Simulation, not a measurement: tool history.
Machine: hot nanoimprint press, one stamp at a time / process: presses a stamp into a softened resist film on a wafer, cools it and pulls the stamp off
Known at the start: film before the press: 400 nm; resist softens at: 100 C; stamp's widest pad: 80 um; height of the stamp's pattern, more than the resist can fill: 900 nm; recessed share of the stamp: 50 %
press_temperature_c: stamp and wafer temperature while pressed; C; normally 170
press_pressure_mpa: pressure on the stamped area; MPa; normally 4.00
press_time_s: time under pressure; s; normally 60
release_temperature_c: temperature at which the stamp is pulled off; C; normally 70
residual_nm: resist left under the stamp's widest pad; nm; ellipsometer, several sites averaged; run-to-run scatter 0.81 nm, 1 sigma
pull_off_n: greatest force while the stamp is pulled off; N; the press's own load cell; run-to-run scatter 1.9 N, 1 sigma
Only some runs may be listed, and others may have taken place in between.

Run 1, hour 0.0: usual settings. Result: residual_nm 176.6 nm, pull_off_n 209 N.
Run 2, hour 24.8: usual settings. Result: residual_nm 177.8 nm, pull_off_n 213 N.
Run 3, hour 43.7: usual settings. Result: residual_nm 174.2 nm, pull_off_n 215 N.
Run 4, hour 58.5: usual settings. Result: residual_nm 174.9 nm, pull_off_n 210 N.
Run 5, hour 76.2: usual settings. Result: residual_nm 175.5 nm, pull_off_n 214 N.
Run 6, hour 93.6: usual settings. Result: residual_nm 172.5 nm, pull_off_n 212 N.
Run 7, hour 114.8: usual settings but press_pressure_mpa 4.66 MPa. Result: residual_nm 161.9 nm, pull_off_n 215 N.
Run 8, hour 139.9: usual settings. Result: residual_nm 174.1 nm, pull_off_n 215 N.
Run 9, hour 159.5: usual settings. Result: residual_nm 173.5 nm, pull_off_n 213 N.
At hour 163.7: plate thermocouple calibrated.
Run 10, hour 180.2: usual settings but press_time_s 47 s. Result: residual_nm 182.8 nm, pull_off_n 216 N.
Run 11, hour 198.6: usual settings but press_temperature_c 165 C, press_time_s 47 s. Result: residual_nm 220.6 nm, pull_off_n 217 N.
At hour 209.0: plate thermocouple calibrated, once more.
Run 12, hour 221.2: usual settings but press_temperature_c 165 C, press_time_s 47 s. Result: residual_nm 242.0 nm, pull_off_n 219 N.
Run 13, hour 234.5: usual settings. Result: residual_nm 186.5 nm, pull_off_n 219 N.
Run 14, hour 257.3: usual settings. Result: residual_nm 183.2 nm, pull_off_n 225 N.
Run 15, hour 275.4: usual settings but press_time_s 77 s. Result: residual_nm 168.3 nm, pull_off_n 222 N.
Run 16, hour 296.3: usual settings but press_pressure_mpa 3.71 MPa. Result: residual_nm 187.6 nm, pull_off_n 223 N.
Run 17, hour 323.5: usual settings but press_time_s 69 s, release_temperature_c 61 C. Result: residual_nm 174.4 nm, pull_off_n 238 N.
Run 18, hour 345.9: usual settings but press_time_s 69 s, release_temperature_c 61 C. Result: residual_nm 174.3 nm, pull_off_n 240 N.
Run 19, hour 374.0: usual settings but press_temperature_c 178 C, press_pressure_mpa 2.86 MPa, press_time_s 31 s, release_temperature_c 75 C. Result: residual_nm 200.1 nm, pull_off_n 218 N.
Run 20, hour 397.9: usual settings but press_temperature_c 178 C, press_pressure_mpa 4.95 MPa, press_time_s 31 s, release_temperature_c 75 C. Result: residual_nm 156.1 nm, pull_off_n 219 N.
Run 21, hour 410.4: usual settings but press_temperature_c 164 C, press_time_s 56 s. Result: residual_nm 233.7 nm, pull_off_n 229 N.
Run 22, hour 426.8: usual settings but press_temperature_c 165 C, press_pressure_mpa 3.72 MPa. Result: residual_nm 226.8 nm, pull_off_n 227 N.
Run 23, hour 446.7: usual settings but press_temperature_c 165 C, press_pressure_mpa 3.72 MPa. Result: residual_nm 224.5 nm, pull_off_n 231 N.
Run 24, hour 472.4: usual settings but press_temperature_c 173 C, press_time_s 64 s. Result: residual_nm 156.7 nm, pull_off_n 233 N.
Run 25, hour 491.8: usual settings but press_pressure_mpa 4.25 MPa, press_time_s 90 s. Result: residual_nm 149.6 nm, pull_off_n 232 N.
Run 26, hour 519.8: usual settings but press_pressure_mpa 4.25 MPa, press_time_s 90 s. Result: residual_nm 150.7 nm, pull_off_n 230 N.
Run 27, hour 540.7: usual settings but press_pressure_mpa 3.45 MPa, press_time_s 42 s, release_temperature_c 56 C. Result: residual_nm 219.1 nm, pull_off_n 258 N.
Run 28, hour 556.0: usual settings but press_temperature_c 167 C, press_pressure_mpa 2.73 MPa, press_time_s 81 s, release_temperature_c 66 C. Result: residual_nm 214.3 nm, pull_off_n 240 N.
At hour 579.6: stamp cleaned and given a new release coat.
Run 29, hour 580.5: usual settings but press_temperature_c 167 C, press_pressure_mpa 2.73 MPa, press_time_s 81 s, release_temperature_c 66 C. Result: residual_nm 214.1 nm, pull_off_n 208 N.

Forecast each of these 4 alternatives for the next run:
Run A, hour 597.1: usual settings but press_pressure_mpa 2.41 MPa, press_time_s 108 s. Result: residual_nm ?, pull_off_n ?.
Run B, hour 597.1: usual settings but press_temperature_c 159 C, press_pressure_mpa 6.07 MPa, press_time_s 102 s. Result: residual_nm ?, pull_off_n ?.
Run C, hour 597.1: usual settings but press_temperature_c 181 C, press_pressure_mpa 3.37 MPa, press_time_s 81 s, release_temperature_c 76 C. Result: residual_nm ?, pull_off_n ?.
Run D, hour 597.1: usual settings but press_pressure_mpa 2.83 MPa, release_temperature_c 64 C. Result: residual_nm ?, pull_off_n ?.

run  residual_nm  pull_off_n
  A        180.4         207
  B        194.7         203
  C        112.2         195
  D        208.3         212
With the hidden condition removed and each run's random variation left untouched, the same runs would have given:
run  residual_nm  pull_off_n
  A        184.2         207
  B        197.8         203
  C        114.1         195
  D        212.2         212
